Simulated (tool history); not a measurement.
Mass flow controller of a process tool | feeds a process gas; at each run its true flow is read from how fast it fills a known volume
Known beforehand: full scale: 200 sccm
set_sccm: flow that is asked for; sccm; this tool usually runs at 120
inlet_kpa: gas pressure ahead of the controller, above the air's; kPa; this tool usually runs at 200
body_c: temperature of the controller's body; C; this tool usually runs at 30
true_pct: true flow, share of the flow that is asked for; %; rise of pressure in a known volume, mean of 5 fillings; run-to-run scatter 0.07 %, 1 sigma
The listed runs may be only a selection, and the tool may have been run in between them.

run,hour,set_sccm,inlet_kpa,body_c,true_pct
1,0,120,200,30,100.12
2,381.5,120,200,30,100.2
# hour 739.1: controller's zero set anew
3,876.7,120,200,30,100.71
4,1242,120,200,30,100.75
5,1586.1,111,200,30,100.69
6,1899.6,111,200,30,100.72
7,2172.2,111,200,30,100.73
8,2437.3,111,200,37,100.06
9,2854.4,111,200,37,100.09
10,3279.1,111,200,37,100.12
11,3772,111,200,37,100.03
12,4150.6,111,200,37,100.06
13,4462.8,120,200,30,100.91
14,4714.4,120,200,30,100.88
15,5180,22,200,30,99.86
16,5594.3,22,200,30,99.77
17,6013.8,120,200,28,101.23
18,6537.8,120,200,28,101.17
19,6843.5,120,200,28,101.21
20,7359.6,174,200,22,102.25
# hour 7451.2: controller exchanged for a calibrated one
21,7608.1,62,250,31,99.13
22,7951.4,62,250,31,98.98
23,8484.2,176,200,22,100.26
24,8862.3,24,145,37,97.15
25,9174.5,120,234,38,98.65
26,9550.6,103,151,40,97.74
27,9803.4,103,151,40,97.74
28,10340.2,61,243,25,99.55
29,10861.1,61,243,25,99.58
30,11229.2,61,243,25,99.72

Estimate the outcome of run 31 from the log above:
31,11695.1,22,157,30,?

true_pct: 97.7 %
Take away the tool's hidden state, keep the run-to-run variation as it was, and the same run would have given true_pct 98.43 %.
